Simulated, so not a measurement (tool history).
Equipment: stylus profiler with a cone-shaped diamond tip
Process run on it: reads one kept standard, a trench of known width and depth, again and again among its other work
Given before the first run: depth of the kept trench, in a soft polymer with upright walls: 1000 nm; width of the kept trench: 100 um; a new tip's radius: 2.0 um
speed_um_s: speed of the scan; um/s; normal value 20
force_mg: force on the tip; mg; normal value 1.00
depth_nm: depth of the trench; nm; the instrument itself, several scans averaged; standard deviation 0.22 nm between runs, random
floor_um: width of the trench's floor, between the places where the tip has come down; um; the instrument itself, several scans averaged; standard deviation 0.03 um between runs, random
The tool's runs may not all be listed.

run	day	speed_um_s	force_mg	depth_nm	floor_um
1	0.000	20	1.00	1004.60	95.10
2	1.521	20	1.00	1004.56	95.07
3	2.446	65	1.00	1004.15	94.82
4	3.800	20	1.00	1004.48	95.06
5	5.008	20	1.00	1003.66	95.05
# day 5.129: height scale calibrated on a step standard
6	6.500	20	0.75	1000.65	94.99
7	7.546	12	0.75	999.94	95.04
8	8.475	14	1.12	1002.05	94.98
9	9.700	24	2.81	1009.06	94.97
10	11.058	38	1.00	1001.47	94.83

Here are 3 independent what-if runs from the current tool condition. What would each one return?
# day 11.938: height scale calibrated on a step standard, once more
A	12.112	6	1.84	?	?
# day 11.938: height scale calibrated on a step standard, once more
B	12.112	28	0.79	?	?
# day 11.938: height scale calibrated on a step standard, once more
C	12.112	26	1.44	?	?

run	depth_nm	floor_um
A	1010.92	94.97
B	1006.28	94.80
C	1009.17	94.86
Had the tool no hidden state, the same runs would have come out as:
run	depth_nm	floor_um
A	1011.26	96.52
B	1006.62	96.34
C	1009.51	96.40
